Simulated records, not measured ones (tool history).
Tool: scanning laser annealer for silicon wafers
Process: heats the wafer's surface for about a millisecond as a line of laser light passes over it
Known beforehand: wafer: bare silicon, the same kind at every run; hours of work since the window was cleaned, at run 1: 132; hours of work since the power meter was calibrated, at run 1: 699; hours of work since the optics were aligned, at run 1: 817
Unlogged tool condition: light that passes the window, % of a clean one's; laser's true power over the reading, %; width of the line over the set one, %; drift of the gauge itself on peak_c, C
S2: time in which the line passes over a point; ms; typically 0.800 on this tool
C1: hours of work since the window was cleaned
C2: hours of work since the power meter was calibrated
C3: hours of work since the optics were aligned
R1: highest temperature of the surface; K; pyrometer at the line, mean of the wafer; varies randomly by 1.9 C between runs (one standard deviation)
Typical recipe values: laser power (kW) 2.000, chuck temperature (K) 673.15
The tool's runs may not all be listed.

{"run": 1, "hour": 0.0, "laser power (kW)": 2.0, "S2": 0.8, "chuck temperature (K)": 673.15, "C1": 132, "C2": 699, "C3": 817, "R1": 1437.15}
{"run": 2, "hour": 56.4, "laser power (kW)": 2.0, "S2": 0.8, "chuck temperature (K)": 673.15, "C1": 156, "C2": 723, "C3": 840, "R1": 1435.15}
{"run": 3, "hour": 87.3, "laser power (kW)": 2.0, "S2": 0.8, "chuck temperature (K)": 669.15, "C1": 168, "C2": 735, "C3": 853, "R1": 1433.15}
{"run": 4, "hour": 117.2, "laser power (kW)": 2.0, "S2": 0.8, "chuck temperature (K)": 669.15, "C1": 181, "C2": 748, "C3": 865, "R1": 1431.15}
{"run": 5, "hour": 160.9, "laser power (kW)": 2.0, "S2": 0.8, "chuck temperature (K)": 669.15, "C1": 199, "C2": 766, "C3": 883, "R1": 1429.15}
{"run": 6, "hour": 208.2, "laser power (kW)": 2.0, "S2": 0.8, "chuck temperature (K)": 673.15, "C1": 218, "C2": 785, "C3": 903, "R1": 1430.15}
{"run": 7, "hour": 247.5, "laser power (kW)": 2.0, "S2": 0.8, "chuck temperature (K)": 673.15, "C1": 234, "C2": 801, "C3": 919, "R1": 1436.15}
{"run": 8, "hour": 280.5, "laser power (kW)": 2.0, "S2": 0.588, "chuck temperature (K)": 673.15, "C1": 248, "C2": 815, "C3": 932, "R1": 1328.15}
{"run": 9, "hour": 309.7, "laser power (kW)": 2.0, "S2": 0.588, "chuck temperature (K)": 673.15, "C1": 260, "C2": 827, "C3": 945, "R1": 1326.15}
{"run": 10, "hour": 366.0, "laser power (kW)": 2.0, "S2": 0.588, "chuck temperature (K)": 673.15, "C1": 283, "C2": 850, "C3": 968, "R1": 1327.15}
{"run": 11, "hour": 414.0, "laser power (kW)": 2.0, "S2": 0.8, "chuck temperature (K)": 673.15, "C1": 303, "C2": 870, "C3": 987, "R1": 1431.15}
{"run": 12, "hour": 471.3, "laser power (kW)": 2.0, "S2": 0.8, "chuck temperature (K)": 673.15, "C1": 327, "C2": 894, "C3": 1011, "R1": 1427.15}
{"run": 13, "hour": 524.4, "laser power (kW)": 2.191, "S2": 0.8, "chuck temperature (K)": 644.15, "C1": 349, "C2": 916, "C3": 1033, "R1": 1481.15}

Run 14, settings as shown, results not yet in. Your forecast:
{"run": 14, "hour": 561.1, "laser power (kW)": 1.746, "S2": 0.678, "chuck temperature (K)": 673.15, "C1": 364, "C2": 931, "C3": 1048, "R1": "?"}

Logged for run 14: R1 1271.15 K.
On a tool with no hidden condition, and with the same random variation, this run would have come out at R1 1293.15 K.

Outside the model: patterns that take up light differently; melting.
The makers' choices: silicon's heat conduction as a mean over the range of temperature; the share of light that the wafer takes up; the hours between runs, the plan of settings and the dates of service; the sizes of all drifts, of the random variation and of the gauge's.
